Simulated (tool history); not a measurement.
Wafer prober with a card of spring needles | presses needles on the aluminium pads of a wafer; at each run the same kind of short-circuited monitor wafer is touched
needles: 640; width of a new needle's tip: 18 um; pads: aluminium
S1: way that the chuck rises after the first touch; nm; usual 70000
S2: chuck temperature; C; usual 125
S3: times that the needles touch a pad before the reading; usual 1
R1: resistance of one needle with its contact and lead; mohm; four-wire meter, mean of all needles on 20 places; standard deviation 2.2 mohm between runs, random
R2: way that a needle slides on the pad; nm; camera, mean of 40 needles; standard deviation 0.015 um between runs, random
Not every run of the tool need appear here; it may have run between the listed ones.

{"run": 1, "hour": 0.0, "S1": 70000, "S2": 125, "S3": 1, "R1": 236, "R2": 10630}
{"hour": 8.8, "done": "tips cleaned on abrasive film"}
{"run": 2, "hour": 9.9, "S1": 70000, "S2": 125, "S3": 1, "R1": 236, "R2": 10620}
{"hour": 18.4, "done": "tips cleaned on abrasive film"}
{"run": 3, "hour": 25.1, "S1": 70000, "S2": 125, "S3": 1, "R1": 241, "R2": 10630}
{"hour": 28.2, "done": "tips cleaned on abrasive film"}
{"run": 4, "hour": 34.5, "S1": 70000, "S2": 125, "S3": 1, "R1": 243, "R2": 10640}
{"hour": 37.7, "done": "tips cleaned on abrasive film"}
{"hour": 47.1, "done": "tips cleaned on abrasive film"}
{"hour": 52.1, "done": "height of the first contact set anew"}
{"run": 5, "hour": 54.4, "S1": 70000, "S2": 125, "S3": 1, "R1": 236, "R2": 10650}
{"hour": 56.4, "done": "tips cleaned on abrasive film"}
{"hour": 65.1, "done": "tips cleaned on abrasive film"}
{"run": 6, "hour": 67.6, "S1": 70000, "S2": 125, "S3": 1, "R1": 238, "R2": 10690}
{"hour": 74.5, "done": "tips cleaned on abrasive film"}
{"run": 7, "hour": 82.8, "S1": 70000, "S2": 125, "S3": 1, "R1": 237, "R2": 10690}
{"hour": 84.0, "done": "tips cleaned on abrasive film"}
{"hour": 93.1, "done": "tips cleaned on abrasive film"}
{"run": 8, "hour": 97.8, "S1": 70000, "S2": 125, "S3": 1, "R1": 238, "R2": 10690}
{"hour": 103.1, "done": "tips cleaned on abrasive film"}
{"hour": 111.8, "done": "tips cleaned on abrasive film"}
{"run": 9, "hour": 112.3, "S1": 70000, "S2": 125, "S3": 1, "R1": 240, "R2": 10670}
{"hour": 121.1, "done": "tips cleaned on abrasive film"}
{"run": 10, "hour": 126.5, "S1": 70000, "S2": 125, "S3": 1, "R1": 239, "R2": 10700}
{"hour": 130.2, "done": "tips cleaned on abrasive film"}
{"hour": 139.2, "done": "tips cleaned on abrasive film"}
{"run": 11, "hour": 145.0, "S1": 70000, "S2": 125, "S3": 1, "R1": 242, "R2": 10710}
{"hour": 148.2, "done": "tips cleaned on abrasive film"}
{"hour": 158.4, "done": "tips cleaned on abrasive film"}
{"run": 12, "hour": 164.8, "S1": 70000, "S2": 27, "S3": 1, "R1": 215, "R2": 10710}
{"hour": 168.4, "done": "tips cleaned on abrasive film"}
{"hour": 177.1, "done": "tips cleaned on abrasive film"}
{"run": 13, "hour": 181.8, "S1": 70000, "S2": 27, "S3": 1, "R1": 215, "R2": 10720}
{"hour": 186.2, "done": "tips cleaned on abrasive film"}
{"hour": 195.3, "done": "tips cleaned on abrasive film"}
{"run": 14, "hour": 200.8, "S1": 70000, "S2": 27, "S3": 1, "R1": 216, "R2": 10770}
{"hour": 203.8, "done": "tips cleaned on abrasive film"}
{"hour": 214.2, "done": "tips cleaned on abrasive film"}
{"run": 15, "hour": 216.7, "S1": 70000, "S2": 125, "S3": 2, "R1": 238, "R2": 10770}
{"hour": 223.3, "done": "tips cleaned on abrasive film"}
{"run": 16, "hour": 227.8, "S1": 70000, "S2": 125, "S3": 2, "R1": 242, "R2": 10790}
{"hour": 232.7, "done": "tips cleaned on abrasive film"}
{"hour": 241.9, "done": "tips cleaned on abrasive film"}
{"run": 17, "hour": 245.8, "S1": 70000, "S2": 125, "S3": 1, "R1": 243, "R2": 10790}
{"hour": 251.8, "done": "tips cleaned on abrasive film"}
{"hour": 260.9, "done": "tips cleaned on abrasive film"}
{"run": 18, "hour": 267.3, "S1": 62000, "S2": 121, "S3": 1, "R1": 240, "R2": 9590}

Run 19, settings as shown, results not yet in. Your forecast:
{"hour": 270.5, "done": "tips cleaned on abrasive film"}
{"hour": 274.4, "done": "height of the first contact set anew"}
{"hour": 280.8, "done": "tips cleaned on abrasive film"}
{"run": 19, "hour": 283.0, "S1": 66000, "S2": 92, "S3": 3, "R1": "?", "R2": "?"}

{"run 19": {"R1": 233, "R2": 10210}}
With the hidden condition absent and the run-to-run variation left alone, this run would have shown R1 233 mohm, R2 10020 nm.
